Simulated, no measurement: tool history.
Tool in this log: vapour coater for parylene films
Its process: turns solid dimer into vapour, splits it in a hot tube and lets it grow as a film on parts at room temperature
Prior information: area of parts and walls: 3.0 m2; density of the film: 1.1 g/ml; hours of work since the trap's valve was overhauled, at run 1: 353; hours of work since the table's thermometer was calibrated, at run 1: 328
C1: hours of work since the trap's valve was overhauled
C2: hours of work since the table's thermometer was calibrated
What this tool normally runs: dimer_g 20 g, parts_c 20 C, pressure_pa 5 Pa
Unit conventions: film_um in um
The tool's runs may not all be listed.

run 1 hour=0 | dimer_g=20 parts_c=20 pressure_pa=5 | C1=353 C2=328 | film_um=4.18
run 2 hour=19.1 | dimer_g=20 parts_c=20 pressure_pa=5 | C1=362 C2=337 | film_um=4.19
run 3 hour=27.1 | dimer_g=20 parts_c=13 pressure_pa=5 | C1=366 C2=341 | film_um=5.59
run 4 hour=44 | dimer_g=20 parts_c=13 pressure_pa=5 | C1=374 C2=349 | film_um=5.59
run 5 hour=53.4 | dimer_g=20 parts_c=20 pressure_pa=5.4 | C1=379 C2=354 | film_um=4.08
run 6 hour=67.2 | dimer_g=20 parts_c=20 pressure_pa=5.4 | C1=385 C2=360 | film_um=4.01
run 7 hour=75.3 | dimer_g=20 parts_c=20 pressure_pa=3.31 | C1=389 C2=364 | film_um=4.59
run 8 hour=84.1 | dimer_g=10 parts_c=20 pressure_pa=5.5 | C1=393 C2=368 | film_um=2.04
-- hour=98 trap's valve overhauled
run 9 hour=100.2 | dimer_g=16 parts_c=21 pressure_pa=5.5 | C1=1 C2=374 | film_um=3.24
run 10 hour=114.2 | dimer_g=27 parts_c=32 pressure_pa=5 | C1=8 C2=381 | film_um=3.34
run 11 hour=131.1 | dimer_g=13 parts_c=30 pressure_pa=7.05 | C1=16 C2=389 | film_um=1.6
run 12 hour=149.6 | dimer_g=15 parts_c=23 pressure_pa=7.05 | C1=25 C2=398 | film_um=2.59
run 13 hour=162.3 | dimer_g=23 parts_c=20 pressure_pa=9.35 | C1=31 C2=404 | film_um=4.25

Consider 4 possible next runs. They are alternatives, not a sequence: every one starts from the tool as it was left by run 13. What does each give?
run A hour=180.1 | dimer_g=13 parts_c=20 pressure_pa=9.35 | C1=39 C2=412 | film_um=?
run B hour=180.1 | dimer_g=23 parts_c=15 pressure_pa=10.72 | C1=39 C2=412 | film_um=?
run C hour=180.1 | dimer_g=32 parts_c=20 pressure_pa=9.35 | C1=39 C2=412 | film_um=?
run D hour=180.1 | dimer_g=10 parts_c=20 pressure_pa=5 | C1=39 C2=412 | film_um=?

run=A film_um=2.42
run=B film_um=5.26
run=C film_um=5.91
run=D film_um=2.17
With no hidden state in the tool, these same runs would have given:
run=A film_um=2.45
run=B film_um=5.33
run=C film_um=5.99
run=D film_um=2.2
